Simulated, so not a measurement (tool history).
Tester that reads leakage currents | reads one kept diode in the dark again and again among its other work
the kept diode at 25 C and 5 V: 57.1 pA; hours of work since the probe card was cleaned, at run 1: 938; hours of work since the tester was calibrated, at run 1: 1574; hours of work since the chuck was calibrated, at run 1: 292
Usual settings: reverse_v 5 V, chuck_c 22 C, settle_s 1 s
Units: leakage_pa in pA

run	hour	reverse_v	chuck_c	settle_s	hours of work since the probe card was cleaned	hours of work since the tester was calibrated	hours of work since the chuck was calibrated	leakage_pa
1	0	5	22	1	938	1574	292	56.21
2	90.2	5	22	6.14	999	1634	352	56.28
3	184.3	1.89	22	1	1062	1697	415	31.2
# hour 272.6: probe card cleaned and baked
4	276.1	5	22	1	2	1757	475	65.46
5	392.3	5	22	1	80	1834	552	65.78
6	517.8	5	22	1	164	1918	636	67.03
7	582.6	5	35	1	207	1961	680	146.09
8	719.1	5	35	1	299	2053	771	147.35
9	825.7	5	30	1	370	2124	842	109.91
10	948.9	2.38	30	1.38	452	2206	925	69.48
# hour 964.5: probe card cleaned and baked, once more
11	1045.9	2.38	30	1.38	54	2269	987	58.5

Hidden state or all else? Some run-to-run changes of leakage_pa, split into what the settings, what came in and random variation would give without the hidden state, and what is left for the hidden state (with any gauge scatter that isn't in both results):
The hidden state here: stray current of the dirty probe card, pA a volt; current scale over the true one, %; true chuck temperature over the reading, C; drift of the gauge itself on leakage_pa, %.
Run 3 -> 4: reverse_v 1.89 -> 5, probe card cleaned and baked. leakage_pa +34.26 pA: hidden state +14.91, all else +19.35.
Run 6 -> 7: chuck_c 22 -> 35. leakage_pa +79.06 pA: hidden state +2.15, all else +76.91.
